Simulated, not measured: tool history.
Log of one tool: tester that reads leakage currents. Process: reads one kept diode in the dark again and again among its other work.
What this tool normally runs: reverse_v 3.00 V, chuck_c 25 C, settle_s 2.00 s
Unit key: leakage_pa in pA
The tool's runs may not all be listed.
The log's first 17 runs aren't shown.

run	hour	reverse_v	chuck_c	settle_s	leakage_pa
# hour 355.4: chuck's temperature calibrated
18	378.5	3.00	25	2.00	44.24
19	391.2	3.00	25	2.00	44.46
20	407.8	3.00	25	2.00	44.32
21	425.1	3.00	27	3.21	51.08
22	451.5	1.16	25	4.13	32.41
23	477.7	3.00	33	0.86	77.44
# hour 494.6: chuck's temperature calibrated, once more
24	502.3	3.00	33	0.86	72.00
25	522.3	13.18	32	4.46	110.78
26	552.3	7.80	32	4.11	92.51
27	581.4	7.80	30	0.93	81.87
28	601.9	3.00	27	1.88	48.00
29	622.6	3.00	27	1.88	48.43
30	636.5	18.85	34	1.49	144.49
31	666.2	18.85	34	1.49	144.52
32	694.4	18.85	34	1.49	144.49
33	711.9	1.00	34	1.02	54.65
34	731.2	3.01	32	0.62	68.41
35	760.8	10.75	28	0.40	80.65
36	782.1	4.52	38	0.40	117.42
37	810.6	4.52	38	8.40	117.27
38	839.3	4.52	38	8.40	117.55
39	862.1	3.00	33	5.86	73.48

3 options for the next run, each taken on its own from the tool as it stands now. Forecast them:
A	879.6	8.99	29	5.86	?
B	879.6	7.11	29	0.73	?
C	879.6	16.30	54	5.86	?

run	leakage_pa
A	80.88
B	75.04
C	488.63
Take away the tool's hidden state, keep each run's random variation, and the runs would have read:
run	leakage_pa
A	77.27
B	72.03
C	477.73
